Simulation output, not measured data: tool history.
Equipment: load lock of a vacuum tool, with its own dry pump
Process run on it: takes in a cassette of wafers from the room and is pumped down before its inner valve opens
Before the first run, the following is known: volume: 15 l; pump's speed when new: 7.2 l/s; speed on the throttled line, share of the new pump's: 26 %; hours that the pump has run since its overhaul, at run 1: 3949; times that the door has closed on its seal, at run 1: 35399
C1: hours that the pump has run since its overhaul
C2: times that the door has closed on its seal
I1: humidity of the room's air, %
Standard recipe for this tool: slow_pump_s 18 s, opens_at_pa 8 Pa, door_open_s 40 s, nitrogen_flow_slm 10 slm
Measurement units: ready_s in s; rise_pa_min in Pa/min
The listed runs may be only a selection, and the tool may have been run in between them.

run 1 day=0.000 | slow_pump_s=18 opens_at_pa=8 door_open_s=40 nitrogen_flow_slm=10 | C1=3949 C2=35399 | I1=43.5 | ready_s=33.7 rise_pa_min=0.160
run 2 day=3.892 | slow_pump_s=18 opens_at_pa=8 door_open_s=35 nitrogen_flow_slm=10 | C1=4042 C2=35829 | I1=45.3 | ready_s=33.2 rise_pa_min=0.164
run 3 day=9.317 | slow_pump_s=18 opens_at_pa=8 door_open_s=35 nitrogen_flow_slm=10 | C1=4172 C2=36429 | I1=47.2 | ready_s=33.4 rise_pa_min=0.164
run 4 day=12.038 | slow_pump_s=18 opens_at_pa=8 door_open_s=35 nitrogen_flow_slm=10 | C1=4238 C2=36730 | I1=42.5 | ready_s=33.9 rise_pa_min=0.166
run 5 day=15.412 | slow_pump_s=18 opens_at_pa=8 door_open_s=35 nitrogen_flow_slm=10 | C1=4319 C2=37103 | I1=45.4 | ready_s=33.7 rise_pa_min=0.174
run 6 day=19.862 | slow_pump_s=18 opens_at_pa=8 door_open_s=35 nitrogen_flow_slm=10 | C1=4426 C2=37595 | I1=49.2 | ready_s=33.7 rise_pa_min=0.174
run 7 day=23.021 | slow_pump_s=18 opens_at_pa=8 door_open_s=40 nitrogen_flow_slm=10 | C1=4501 C2=37944 | I1=45.6 | ready_s=34.3 rise_pa_min=0.173
run 8 day=25.725 | slow_pump_s=18 opens_at_pa=8 door_open_s=40 nitrogen_flow_slm=10 | C1=4566 C2=38243 | I1=47.0 | ready_s=34.0 rise_pa_min=0.179
run 9 day=29.508 | slow_pump_s=18 opens_at_pa=8 door_open_s=40 nitrogen_flow_slm=10 | C1=4657 C2=38661 | I1=43.5 | ready_s=34.3 rise_pa_min=0.182
run 10 day=32.100 | slow_pump_s=18 opens_at_pa=8 door_open_s=40 nitrogen_flow_slm=10 | C1=4719 C2=38948 | I1=45.5 | ready_s=34.1 rise_pa_min=0.176
run 11 day=35.608 | slow_pump_s=23 opens_at_pa=8 door_open_s=40 nitrogen_flow_slm=10 | C1=4803 C2=39336 | I1=48.5 | ready_s=37.4 rise_pa_min=0.180
run 12 day=38.996 | slow_pump_s=23 opens_at_pa=8 door_open_s=40 nitrogen_flow_slm=10 | C1=4885 C2=39711 | I1=45.3 | ready_s=37.4 rise_pa_min=0.183
run 13 day=43.229 | slow_pump_s=18 opens_at_pa=8 door_open_s=40 nitrogen_flow_slm=10 | C1=4986 C2=40179 | I1=47.0 | ready_s=34.5 rise_pa_min=0.193
run 14 day=45.554 | slow_pump_s=18 opens_at_pa=8 door_open_s=40 nitrogen_flow_slm=10 | C1=5042 C2=40436 | I1=42.4 | ready_s=33.6 rise_pa_min=0.184
run 15 day=49.279 | slow_pump_s=18 opens_at_pa=8 door_open_s=40 nitrogen_flow_slm=10 | C1=5132 C2=40848 | I1=41.8 | ready_s=34.9 rise_pa_min=0.187
run 16 day=52.038 | slow_pump_s=18 opens_at_pa=8 door_open_s=219 nitrogen_flow_slm=10 | C1=5198 C2=41153 | I1=45.3 | ready_s=33.8 rise_pa_min=0.221
run 17 day=54.446 | slow_pump_s=18 opens_at_pa=8 door_open_s=219 nitrogen_flow_slm=10 | C1=5256 C2=41419 | I1=44.4 | ready_s=34.2 rise_pa_min=0.221
run 18 day=59.108 | slow_pump_s=18 opens_at_pa=8 door_open_s=68 nitrogen_flow_slm=10 | C1=5367 C2=41934 | I1=40.9 | ready_s=33.6 rise_pa_min=0.204
run 19 day=63.425 | slow_pump_s=18 opens_at_pa=8 door_open_s=68 nitrogen_flow_slm=10 | C1=5471 C2=42412 | I1=43.5 | ready_s=33.9 rise_pa_min=0.199
run 20 day=67.496 | slow_pump_s=18 opens_at_pa=12 door_open_s=68 nitrogen_flow_slm=10 | C1=5569 C2=42862 | I1=42.1 | ready_s=33.8 rise_pa_min=0.205
run 21 day=72.875 | slow_pump_s=18 opens_at_pa=15 door_open_s=94 nitrogen_flow_slm=20 | C1=5698 C2=43456 | I1=45.1 | ready_s=32.4 rise_pa_min=0.209
run 22 day=76.550 | slow_pump_s=18 opens_at_pa=15 door_open_s=40 nitrogen_flow_slm=22 | C1=5786 C2=43863 | I1=43.2 | ready_s=32.6 rise_pa_min=0.190
run 23 day=79.767 | slow_pump_s=18 opens_at_pa=15 door_open_s=40 nitrogen_flow_slm=22 | C1=5863 C2=44218 | I1=43.5 | ready_s=32.6 rise_pa_min=0.202
run 24 day=82.838 | slow_pump_s=26 opens_at_pa=12 door_open_s=41 nitrogen_flow_slm=7 | C1=5937 C2=44558 | I1=43.2 | ready_s=38.8 rise_pa_min=0.219
run 25 day=85.817 | slow_pump_s=26 opens_at_pa=10 door_open_s=41 nitrogen_flow_slm=7 | C1=6008 C2=44888 | I1=42.7 | ready_s=39.5 rise_pa_min=0.217
run 26 day=90.742 | slow_pump_s=26 opens_at_pa=10 door_open_s=41 nitrogen_flow_slm=8 | C1=6127 C2=45432 | I1=43.6 | ready_s=39.5 rise_pa_min=0.217
run 27 day=95.433 | slow_pump_s=26 opens_at_pa=10 door_open_s=41 nitrogen_flow_slm=8 | C1=6239 C2=45951 | I1=39.8 | ready_s=39.4 rise_pa_min=0.223
run 28 day=98.612 | slow_pump_s=26 opens_at_pa=10 door_open_s=41 nitrogen_flow_slm=8 | C1=6316 C2=46302 | I1=48.3 | ready_s=39.5 rise_pa_min=0.231
run 29 day=102.438 | slow_pump_s=26 opens_at_pa=10 door_open_s=41 nitrogen_flow_slm=8 | C1=6407 C2=46725 | I1=45.8 | ready_s=40.0 rise_pa_min=0.231
run 30 day=106.525 | slow_pump_s=18 opens_at_pa=13 door_open_s=45 nitrogen_flow_slm=8 | C1=6505 C2=47178 | I1=44.0 | ready_s=32.8 rise_pa_min=0.231
run 31 day=108.992 | slow_pump_s=18 opens_at_pa=13 door_open_s=45 nitrogen_flow_slm=8 | C1=6565 C2=47450 | I1=45.2 | ready_s=33.1 rise_pa_min=0.238
run 32 day=113.733 | slow_pump_s=18 opens_at_pa=13 door_open_s=45 nitrogen_flow_slm=8 | C1=6678 C2=47974 | I1=42.4 | ready_s=33.1 rise_pa_min=0.237
run 33 day=116.525 | slow_pump_s=25 opens_at_pa=13 door_open_s=45 nitrogen_flow_slm=8 | C1=6745 C2=48283 | I1=44.6 | ready_s=38.3 rise_pa_min=0.239
run 34 day=119.733 | slow_pump_s=30 opens_at_pa=6 door_open_s=121 nitrogen_flow_slm=20 | C1=6822 C2=48638 | I1=45.1 | ready_s=44.1 rise_pa_min=0.242
run 35 day=124.629 | slow_pump_s=18 opens_at_pa=7 door_open_s=40 nitrogen_flow_slm=19 | C1=6940 C2=49179 | I1=42.6 | ready_s=35.2 rise_pa_min=0.229
run 36 day=129.871 | slow_pump_s=18 opens_at_pa=7 door_open_s=40 nitrogen_flow_slm=19 | C1=7066 C2=49759 | I1=46.1 | ready_s=34.7 rise_pa_min=0.232
run 37 day=134.492 | slow_pump_s=27 opens_at_pa=9 door_open_s=80 nitrogen_flow_slm=29 | C1=7177 C2=50270 | I1=46.8 | ready_s=40.8 rise_pa_min=0.237

What if the next run were any one of these 4? Each begins from the tool's condition after run 37:
run A day=139.054 | slow_pump_s=15 opens_at_pa=9 door_open_s=80 nitrogen_flow_slm=20 | C1=7286 C2=50774 | I1=42.8 | ready_s=? rise_pa_min=?
run B day=139.054 | slow_pump_s=24 opens_at_pa=8 door_open_s=40 nitrogen_flow_slm=10 | C1=7286 C2=50774 | I1=42.7 | ready_s=? rise_pa_min=?
run C day=139.054 | slow_pump_s=27 opens_at_pa=9 door_open_s=136 nitrogen_flow_slm=29 | C1=7286 C2=50774 | I1=39.8 | ready_s=? rise_pa_min=?
run D day=139.054 | slow_pump_s=18 opens_at_pa=10 door_open_s=104 nitrogen_flow_slm=10 | C1=7286 C2=50774 | I1=43.1 | ready_s=? rise_pa_min=?

run=A ready_s=32.6 rise_pa_min=0.244
run=B ready_s=39.5 rise_pa_min=0.247
run=C ready_s=40.4 rise_pa_min=0.239
run=D ready_s=33.6 rise_pa_min=0.266
With the hidden condition removed and each run's random variation left untouched, the same runs would have given:
run=A ready_s=31.4 rise_pa_min=0.031
run=B ready_s=38.5 rise_pa_min=0.035
run=C ready_s=39.5 rise_pa_min=0.027
run=D ready_s=32.5 rise_pa_min=0.055
